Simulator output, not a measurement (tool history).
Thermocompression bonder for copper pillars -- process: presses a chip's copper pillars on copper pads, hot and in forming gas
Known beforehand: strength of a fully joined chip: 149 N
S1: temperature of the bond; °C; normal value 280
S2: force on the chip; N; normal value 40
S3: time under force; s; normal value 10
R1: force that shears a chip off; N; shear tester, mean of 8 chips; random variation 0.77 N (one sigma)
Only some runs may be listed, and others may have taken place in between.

run,hour,S1,S2,S3,R1
1,0,280,40,10,60.3
# hour 24.2: forming gas filter changed
2,63.1,280,40,10,67.6
3,94.8,280,40,10,65.2
4,138.8,280,40,10,65.5
5,200.3,280,40,10,65.5
# hour 209.9: forming gas filter changed
6,233.4,280,40,10,65.2
7,262.1,280,40,10,66.4
8,299.2,280,40,10,65.9
9,329.2,280,26,10,46.5
10,372.3,280,26,10,45.8
# hour 398: forming gas filter changed
11,401.6,280,26,10,48.7
# hour 434.1: heater calibrated with a thermocouple chip
12,456.4,280,26,10,43.5
13,504.6,280,51,10,71.5
14,535.2,280,51,10,70.1
15,578.5,280,29,20,56.3
# hour 588.9: forming gas filter changed
16,612.2,280,29,20,63.5
17,674.9,280,29,20,60.2
18,707.3,280,40,6,49.2
19,738.9,280,30,27,67.3
# hour 775: forming gas filter changed
20,802,277,40,16,71.6
21,856,307,35,27,104.9
22,919.6,293,40,8,66
23,949.7,294,25,18,62.5
# hour 961.2: forming gas filter changed
24,981.3,253,37,14,44
25,1011.6,285,24,23,61
26,1046.9,268,50,10,60.9
# hour 1062.8: force cell calibrated
27,1086.3,276,50,15,74
28,1142.6,272,40,24,69.8

5 ways to go on from here, each from the tool as it stands after run 28. What would each give?
# hour 1151.8: forming gas filter changed
A,1201.4,281,32,7,?
# hour 1151.8: forming gas filter changed
B,1201.4,272,40,7,?
# hour 1151.8: forming gas filter changed
C,1201.4,277,40,24,?
# hour 1151.8: forming gas filter changed
D,1201.4,282,40,15,?
# hour 1151.8: forming gas filter changed
E,1201.4,280,40,15,?

run,R1
A,45.2
B,48.2
C,79.5
D,74.3
E,70.9
The same runs, with their run-to-run variation unchanged, on a tool lacking any hidden condition would have given:
run,R1
A,43.5
B,46.4
C,77.5
D,72.2
E,68.9

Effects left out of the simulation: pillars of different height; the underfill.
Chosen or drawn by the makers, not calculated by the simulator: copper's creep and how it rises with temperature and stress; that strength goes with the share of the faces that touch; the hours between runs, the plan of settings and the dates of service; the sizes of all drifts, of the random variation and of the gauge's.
